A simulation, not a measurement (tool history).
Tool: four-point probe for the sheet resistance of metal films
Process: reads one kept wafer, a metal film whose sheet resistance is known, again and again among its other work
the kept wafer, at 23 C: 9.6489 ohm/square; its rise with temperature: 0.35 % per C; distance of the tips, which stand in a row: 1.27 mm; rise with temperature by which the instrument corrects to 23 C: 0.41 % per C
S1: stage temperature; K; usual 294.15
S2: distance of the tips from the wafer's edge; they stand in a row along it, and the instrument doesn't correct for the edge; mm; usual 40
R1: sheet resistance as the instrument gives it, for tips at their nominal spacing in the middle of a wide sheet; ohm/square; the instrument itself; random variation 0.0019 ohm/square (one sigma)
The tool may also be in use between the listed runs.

run,day,S1,S2,R1
1,0.000,294.15,40,9.665862
2,2.704,294.15,40,9.664299
3,8.404,294.15,40,9.663673
4,11.362,294.15,40,9.666848
5,15.179,294.15,40,9.667318
# day 17.321: stage's thermometer calibrated
6,19.983,294.15,4,10.155905
7,25.308,294.15,4,10.159043
8,28.258,294.15,4,10.154370
9,31.442,294.15,40,9.663938
# day 34.233: new probe head fitted
10,34.858,292.15,40,9.675733
11,38.779,294.15,40,9.667974
12,43.208,294.15,40,9.666009
13,46.262,294.15,5,9.984954
14,50.175,294.15,5,9.986422
15,53.004,294.15,5,9.987725
16,57.817,294.15,5,9.987235
17,60.888,294.15,5,9.982198
18,64.996,294.15,6,9.889688
19,68.138,302.15,40,9.623565
20,73.542,294.15,40,9.664375
21,76.838,294.15,40,9.663406
22,80.921,294.15,51,9.664591
23,85.425,294.15,51,9.664318
24,89.233,292.15,71,9.674565
25,92.442,295.15,17,9.681063
26,95.858,303.15,16,9.643078
27,100.167,303.15,16,9.644758
28,103.917,294.15,4,10.155959
29,108.350,303.15,8,9.742337
30,113.454,303.15,8,9.741443
# day 119.058: stage's thermometer calibrated
31,119.171,304.15,20,9.631112
32,122.033,291.15,28,9.688587
33,126.712,305.15,28,9.609415
34,131.558,293.15,13,9.714546
35,134.438,293.15,5,9.987185
36,139.854,298.15,4,10.132530
37,145.025,298.15,4,10.134593
38,148.492,307.15,30,9.601390
39,153.946,297.15,60,9.645861
40,158.950,302.15,10,9.702815
41,163.392,302.15,19,9.642901
42,167.696,291.15,21,9.698579
43,172.629,291.15,21,9.694704
44,176.417,302.15,40,9.619568
45,180.267,302.15,40,9.624315
46,182.846,305.15,4,10.090213

3 ways to go on from here, each from the tool as it stands after run 46. What would each give?
A,186.567,294.15,69,?
B,186.567,307.15,14,?
C,186.567,294.15,4,?

run,R1
A,9.662272
B,9.635935
C,10.157949
Without the tool's hidden state the same runs would have given:
run,R1
A,9.661700
B,9.635370
C,10.157348
